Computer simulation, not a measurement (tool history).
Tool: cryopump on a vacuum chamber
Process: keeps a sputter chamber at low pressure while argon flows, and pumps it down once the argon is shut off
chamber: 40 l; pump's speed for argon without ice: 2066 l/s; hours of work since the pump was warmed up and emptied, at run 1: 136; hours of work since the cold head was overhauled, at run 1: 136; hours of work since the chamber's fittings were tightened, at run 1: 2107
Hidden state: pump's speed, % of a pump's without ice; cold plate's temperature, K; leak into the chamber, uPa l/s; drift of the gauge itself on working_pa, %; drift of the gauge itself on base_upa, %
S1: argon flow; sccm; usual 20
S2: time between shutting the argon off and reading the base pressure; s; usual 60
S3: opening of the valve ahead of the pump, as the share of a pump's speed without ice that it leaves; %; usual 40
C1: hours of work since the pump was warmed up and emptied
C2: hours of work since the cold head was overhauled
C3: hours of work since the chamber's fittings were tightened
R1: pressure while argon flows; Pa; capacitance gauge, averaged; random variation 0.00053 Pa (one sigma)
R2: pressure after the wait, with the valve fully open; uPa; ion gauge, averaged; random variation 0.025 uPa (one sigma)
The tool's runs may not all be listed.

run	day	S1	S2	S3	C1	C2	C3	R1	R2
1	0.000	20	60	40	136	136	2107	0.0422	1.44
2	0.612	20	60	40	148	148	2118	0.0406	1.38
3	1.054	20	144	40	156	156	2126	0.0419	0.93
4	1.633	20	144	40	166	166	2137	0.0420	0.93
5	2.029	9	60	40	173	173	2144	0.0190	1.48
6	2.408	9	60	40	180	180	2151	0.0185	1.37
7	2.933	9	60	40	190	190	2160	0.0190	1.46
8	3.250	9	60	40	195	195	2166	0.0188	1.41
9	3.858	10	60	40	206	206	2177	0.0211	1.45
10	4.317	20	60	27	215	215	2185	0.0610	1.46
11	4.767	20	60	27	223	223	2193	0.0627	1.44
12	5.050	14	291	24	228	228	2198	0.0491	0.79
13	5.700	20	60	41	240	240	2210	0.0420	1.49
14	6.254	20	60	41	250	250	2220	0.0422	1.51
15	6.933	20	60	41	262	262	2233	0.0418	1.47
16	7.325	20	66	24	269	269	2240	0.0700	1.37
17	7.992	11	26	55	281	281	2252	0.0165	2.63
18	8.425	11	26	55	289	289	2260	0.0174	2.58
19	9.042	11	26	28	300	300	2271	0.0336	2.63
20	9.379	11	26	56	306	306	2277	0.0169	2.57
21	9.975	11	26	56	317	317	2288	0.0163	2.67
22	10.262	11	26	56	322	322	2293	0.0179	2.64

4 ways to go on from here, each from the tool as it stands after run 22. What would each give?
A	10.646	12	47	34	329	329	2300	?	?
B	10.646	12	28	49	329	329	2300	?	?
C	10.646	11	254	56	329	329	2300	?	?
D	10.646	12	41	28	329	329	2300	?	?

run	R1	R2
A	0.0310	1.68
B	0.0220	2.55
C	0.0171	0.87
D	0.0366	1.95
Without the tool's hidden state the same runs would have given:
run	R1	R2
A	0.0295	1.19
B	0.0205	2.04
C	0.0157	0.37
D	0.0351	1.44

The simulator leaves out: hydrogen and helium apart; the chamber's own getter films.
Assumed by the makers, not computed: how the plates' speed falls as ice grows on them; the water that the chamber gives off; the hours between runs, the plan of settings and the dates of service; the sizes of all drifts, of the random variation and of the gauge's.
